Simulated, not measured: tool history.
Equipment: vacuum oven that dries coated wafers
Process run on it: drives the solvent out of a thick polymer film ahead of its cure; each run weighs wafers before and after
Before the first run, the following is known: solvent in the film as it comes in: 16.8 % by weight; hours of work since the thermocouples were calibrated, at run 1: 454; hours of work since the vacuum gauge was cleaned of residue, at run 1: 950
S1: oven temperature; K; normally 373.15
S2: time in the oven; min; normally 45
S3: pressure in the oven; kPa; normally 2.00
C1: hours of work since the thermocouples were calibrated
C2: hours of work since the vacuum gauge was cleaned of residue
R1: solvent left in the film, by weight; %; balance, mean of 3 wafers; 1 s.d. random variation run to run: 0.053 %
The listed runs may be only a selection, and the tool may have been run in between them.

run,hour,S1,S2,S3,C1,C2,R1
1,0.0,373.15,45,2.00,454,950,2.94
2,30.8,373.15,45,2.00,473,970,3.03
3,57.8,373.15,45,2.18,490,987,3.23
4,92.3,373.15,45,2.18,512,1009,3.25
5,114.5,373.15,45,2.18,527,1023,3.22
6,144.4,373.15,45,2.18,546,1042,3.15
7,167.9,373.15,45,1.43,561,1057,2.76
8,204.9,373.15,45,1.43,584,1081,2.88
9,230.7,373.15,45,2.00,601,1097,3.16
10,258.9,384.15,45,2.00,619,1115,1.13
11,286.0,373.15,45,2.00,636,1133,3.04
12,317.5,373.15,45,2.00,656,1153,3.14
13,332.7,372.15,45,2.00,666,1162,3.43
14,369.5,373.15,45,2.00,689,1186,3.17
15,393.0,384.15,72,4.07,704,1201,1.67
16,429.9,373.15,35,2.00,728,1224,4.14
17,458.4,373.15,35,2.00,746,1243,4.05
18,493.1,381.15,66,2.00,768,1265,1.03
19,515.0,381.15,66,4.12,782,1279,1.96
20,532.0,365.15,66,4.12,793,1290,5.73
21,563.2,365.15,66,4.12,813,1310,5.66

Predict the results of run 22:
22,589.1,373.15,56,2.00,829,1326,?

R1: 2.50 %
Take away the tool's hidden state, keep the run-to-run variation as it was, and the same run would have given R1 2.21 %.
